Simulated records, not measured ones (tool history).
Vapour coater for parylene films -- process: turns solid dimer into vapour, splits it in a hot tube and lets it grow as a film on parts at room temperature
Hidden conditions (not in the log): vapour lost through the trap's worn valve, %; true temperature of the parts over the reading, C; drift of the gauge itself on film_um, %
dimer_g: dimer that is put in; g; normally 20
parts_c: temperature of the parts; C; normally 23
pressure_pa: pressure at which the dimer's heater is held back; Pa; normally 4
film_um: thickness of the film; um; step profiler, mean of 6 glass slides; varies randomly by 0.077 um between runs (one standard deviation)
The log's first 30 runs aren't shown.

run	hour	dimer_g	parts_c	pressure_pa	hours of work since the trap's valve was overhauled	hours of work since the table's thermometer was calibrated	film_um
31	754.3	20	33	4	221	460	6.91
32	773.8	30	34	4	230	469	10.38
33	791.9	19	21	4	239	477	8.91
34	812.4	15	16	7.84	248	486	6.69
35	841.6	20	18	3.88	262	500	10.04
36	871.1	20	18	3.88	275	513	10.08
37	887.4	31	18	3.58	283	521	15.65
38	919.5	31	18	3.58	297	536	15.85
39	935.2	31	20	2.08	305	543	17.12
40	962.5	31	20	2.08	317	556	17.08
41	986.9	31	20	2.08	328	567	17.13
42	1007.6	31	20	2.08	338	576	17.1
43	1021.8	31	16	3.23	345	583	16.93
44	1039	31	16	3.23	352	591	16.69
45	1071.3	22	23	5.78	367	606	8.68
46	1086.1	22	23	5.78	374	612	8.74
47	1108.7	22	22	6.23	385	623	8.83

Branching from run 47: 4 alternative next runs. What would each branch give?
A	1139.6	28	35	3.63	399	637	?
B	1139.6	22	26	10.47	399	637	?
C	1139.6	27	22	4.75	399	637	?
D	1139.6	20	17	4	399	637	?

run	film_um
A	9.28
B	6.94
C	11.33
D	9.95
The same runs, with their run-to-run variation unchanged, on a tool lacking any hidden condition would have given:
run	film_um
A	10.02
B	7.49
C	12.22
D	10.74

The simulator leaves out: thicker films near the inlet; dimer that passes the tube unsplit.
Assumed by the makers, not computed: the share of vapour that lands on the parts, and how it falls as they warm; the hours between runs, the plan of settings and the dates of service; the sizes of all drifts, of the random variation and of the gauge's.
